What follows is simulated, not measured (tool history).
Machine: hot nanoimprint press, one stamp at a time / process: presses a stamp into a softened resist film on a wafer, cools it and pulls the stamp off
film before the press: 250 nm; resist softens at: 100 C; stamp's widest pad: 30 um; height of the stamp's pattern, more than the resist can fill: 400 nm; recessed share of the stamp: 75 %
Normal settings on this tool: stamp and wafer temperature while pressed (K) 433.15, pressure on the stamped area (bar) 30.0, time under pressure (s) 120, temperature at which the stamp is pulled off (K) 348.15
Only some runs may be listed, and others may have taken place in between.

run   hour  stamp and wafer temperature while pressed (K)  pressure on the stamped area (bar)  time under pressure (s)  temperature at which the stamp is pulled off (K)  resist left under the stamp's widest pad (angstrom)  greatest force while the stamp is pulled off (N)
  1    0.0                                         433.15                                30.0                      120                                            348.15                                                  962                                               259
  2   27.4                                         433.15                                30.0                      120                                            348.15                                                  959                                               272
  3   64.3                                         433.15                                30.0                      120                                            348.15                                                  969                                               270
  4   97.5                                         433.15                                30.0                      120                                            348.15                                                  965                                               277
  5  151.7                                         433.15                                30.0                      120                                            348.15                                                  978                                               289
     173.7  -- stamp cleaned and given a new release coat
  6  186.8                                         433.15                                30.0                      120                                            348.15                                                  979                                               193
  7  244.2                                         433.15                                30.0                      120                                            348.15                                                  976                                               205
  8  285.3                                         433.15                                30.0                      120                                            348.15                                                  979                                               205
  9  337.7                                         433.15                                30.0                      120                                            352.15                                                  986                                               196
 10  376.2                                         434.15                                30.0                      120                                            348.15                                                  953                                               220
 11  423.8                                         434.15                                32.8                      120                                            334.15                                                  919                                               280
 12  451.6                                         434.15                                32.8                      120                                            334.15                                                  922                                               296
 13  486.9                                         433.15                                29.2                      112                                            347.15                                                 1038                                               242
 14  527.2                                         426.15                                32.3                      145                                            347.15                                                 1179                                               241
 15  581.5                                         427.15                                19.3                      108                                            336.15                                                 1535                                               308
     622.3  -- plate thermocouple calibrated
 16  643.5                                         433.15                                25.4                      154                                            346.15                                                  939                                               255
 17  692.6                                         424.15                                32.2                      120                                            338.15                                                 1329                                               297
 18  718.5                                         433.15                                30.0                      120                                            343.15                                                  966                                               281
 19  749.9                                         433.15                                30.0                      120                                            343.15                                                  968                                               283
 20  805.5                                         433.15                                30.0                      120                                            343.15                                                  972                                               295

What if the next run were any one of these 3? Each begins from the tool's condition after run 20:
  A  862.2                                         428.15                                43.4                       68                                            343.15                                                    ?                                                 ?
  B  862.2                                         428.15                                30.0                      120                                            343.15                                                    ?                                                 ?
  C  862.2                                         423.15                                20.7                      120                                            348.15                                                    ?                                                 ?

run  resist left under the stamp's widest pad (angstrom)  greatest force while the stamp is pulled off (N)
  A                                                 1262                                               293
  B                                                 1174                                               291
  C                                                 1618                                               269
Stripped of hidden state, with their random variation kept, the same runs would have yielded:
run  resist left under the stamp's widest pad (angstrom)  greatest force while the stamp is pulled off (N)
  A                                                 1218                                               212
  B                                                 1142                                               211
  C                                                 1591                                               195
